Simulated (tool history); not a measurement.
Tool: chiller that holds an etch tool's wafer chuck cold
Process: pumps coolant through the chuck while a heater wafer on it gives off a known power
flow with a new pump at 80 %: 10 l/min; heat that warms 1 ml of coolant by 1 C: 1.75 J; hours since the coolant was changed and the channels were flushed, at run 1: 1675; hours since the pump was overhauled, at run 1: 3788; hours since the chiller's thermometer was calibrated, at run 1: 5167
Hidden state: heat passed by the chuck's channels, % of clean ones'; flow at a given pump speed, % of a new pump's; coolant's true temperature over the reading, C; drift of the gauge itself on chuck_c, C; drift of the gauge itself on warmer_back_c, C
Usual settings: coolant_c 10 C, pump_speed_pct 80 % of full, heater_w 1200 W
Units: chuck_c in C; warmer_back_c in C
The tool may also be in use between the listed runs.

run   hour  coolant_c  pump_speed_pct  heater_w  hours since the coolant was changed and the channels were flushed  hours since the pump was overhauled  hours since the chiller's thermometer was calibrated  chuck_c  warmer_back_c
  1      0         10              80      1200                                                               1675                                 3788                                                  5167     23.7           4.31
  2   74.4         10              80      1200                                                               1750                                 3863                                                  5241     23.6           4.32
     189.9  -- chiller's thermometer calibrated
  3  189.9         10              80      1463                                                               1864                                 3977                                                     0     27.8           5.29
  4  330.1         10              80      1463                                                               2004                                 4117                                                   140     27.7            5.3
  5  436.1         10              97      1200                                                               2110                                 4223                                                   246     22.9           3.58
  6    566         10              64      1200                                                               2240                                 4353                                                   376     26.7           5.52
  7  652.4         10              64      1200                                                               2326                                 4440                                                   463     26.8           5.47

Forecast run 8:
  8  738.4         10              88       900                                                               2413                                 4526                                                   549        ?              ?

Run 8 gave chuck_c 20.4 C, warmer_back_c 2.96 C.
Without the tool's hidden state the same run would have given chuck_c 19.3 C, warmer_back_c 2.79 C.

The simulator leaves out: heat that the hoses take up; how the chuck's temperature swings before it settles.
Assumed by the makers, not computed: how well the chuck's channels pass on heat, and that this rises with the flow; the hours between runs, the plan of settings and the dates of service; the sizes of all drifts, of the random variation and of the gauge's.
